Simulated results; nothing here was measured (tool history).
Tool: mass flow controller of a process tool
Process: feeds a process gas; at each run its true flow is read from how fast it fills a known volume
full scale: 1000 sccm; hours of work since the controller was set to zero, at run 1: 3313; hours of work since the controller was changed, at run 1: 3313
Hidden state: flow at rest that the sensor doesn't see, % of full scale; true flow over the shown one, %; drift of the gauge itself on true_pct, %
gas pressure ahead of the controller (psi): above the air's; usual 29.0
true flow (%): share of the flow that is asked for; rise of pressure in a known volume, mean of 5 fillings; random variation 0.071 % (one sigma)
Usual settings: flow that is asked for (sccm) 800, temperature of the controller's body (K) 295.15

| run | hour | flow that is asked for (sccm) | gas pressure ahead of the controller (psi) | temperature of the controller's body (K) | hours of work since the controller was set to zero | hours of work since the controller was changed | true flow (%) |
|---|---|---|---|---|---|---|---|
| 1 | 0.0 | 800 | 29.0 | 295.15 | 3313 | 3313 | 99.16 |
| 2 | 62.2 | 800 | 29.0 | 295.15 | 3345 | 3345 | 99.23 |
| 3 | 178.6 | 800 | 24.7 | 295.15 | 3406 | 3406 | 99.18 |
| 4 | 262.5 | 800 | 24.7 | 295.15 | 3450 | 3450 | 99.26 |
| 5 | 319.8 | 800 | 24.7 | 295.15 | 3479 | 3479 | 99.30 |
| 6 | 429.1 | 800 | 24.7 | 295.15 | 3536 | 3536 | 99.19 |
| 7 | 554.4 | 800 | 24.7 | 295.15 | 3602 | 3602 | 99.25 |
| 8 | 650.0 | 800 | 29.0 | 295.15 | 3652 | 3652 | 99.02 |
| 9 | 752.9 | 800 | 29.0 | 301.15 | 3705 | 3705 | 98.51 |
| 10 | 879.2 | 800 | 29.0 | 301.15 | 3771 | 3771 | 98.58 |
| 11 | 965.4 | 800 | 29.0 | 301.15 | 3816 | 3816 | 98.60 |
| 12 | 1070.4 | 800 | 29.0 | 301.15 | 3871 | 3871 | 98.59 |
| 13 | 1146.4 | 800 | 29.0 | 295.15 | 3911 | 3911 | 98.94 |
| 14 | 1266.4 | 800 | 29.0 | 297.15 | 3973 | 3973 | 98.84 |
| 15 | 1339.9 | 800 | 29.0 | 297.15 | 4012 | 4012 | 98.77 |
| 16 | 1453.1 | 800 | 29.0 | 297.15 | 4071 | 4071 | 98.74 |
| 17 | 1515.7 | 107 | 29.0 | 295.15 | 4103 | 4103 | 102.78 |
| 18 | 1591.9 | 107 | 37.3 | 295.15 | 4143 | 4143 | 102.87 |
| 19 | 1647.3 | 271 | 26.7 | 295.15 | 4172 | 4172 | 99.59 |
| 20 | 1764.9 | 800 | 37.9 | 310.15 | 4233 | 4233 | 97.69 |
| 21 | 1822.3 | 308 | 25.5 | 296.15 | 4263 | 4263 | 99.31 |
|  | 1828.0 | controller's zero set anew |
| 22 | 1942.3 | 800 | 29.0 | 303.15 | 60 | 4326 | 98.67 |
| 23 | 2020.8 | 904 | 36.4 | 305.15 | 101 | 4367 | 98.37 |
| 24 | 2121.3 | 904 | 36.4 | 305.15 | 153 | 4419 | 98.30 |
| 25 | 2200.3 | 244 | 36.5 | 295.15 | 194 | 4460 | 100.73 |
|  | 2302.4 | controller's zero set anew, once more |
| 26 | 2311.6 | 244 | 36.5 | 295.15 | 5 | 4518 | 96.72 |
| 27 | 2406.8 | 800 | 29.0 | 297.15 | 54 | 4568 | 97.70 |
| 28 | 2486.7 | 840 | 32.5 | 299.15 | 96 | 4609 | 97.55 |
| 29 | 2574.6 | 840 | 32.5 | 299.15 | 142 | 4655 | 97.54 |
| 30 | 2692.7 | 136 | 21.3 | 302.15 | 204 | 4717 | 96.48 |
| 31 | 2747.6 | 136 | 21.3 | 302.15 | 232 | 4745 | 96.53 |
| 32 | 2841.0 | 136 | 21.3 | 304.15 | 281 | 4794 | 96.50 |
| 33 | 2907.6 | 135 | 22.0 | 298.15 | 316 | 4829 | 96.92 |

Forecast each of these 4 alternatives for the next run:
| A | 3021.3 | 670 | 29.2 | 311.15 | 375 | 4888 | ? |
| B | 3021.3 | 590 | 22.0 | 295.15 | 375 | 4888 | ? |
| C | 3021.3 | 248 | 25.7 | 296.15 | 375 | 4888 | ? |
| D | 3021.3 | 482 | 22.0 | 301.15 | 375 | 4888 | ? |

| run | true flow (%) |
|---|---|
| A | 96.42 |
| B | 97.46 |
| C | 97.07 |
| D | 97.00 |
Without the tool's hidden state the same runs would have given:
| run | true flow (%) |
|---|---|
| A | 98.48 |
| B | 99.51 |
| C | 98.98 |
| D | 99.03 |
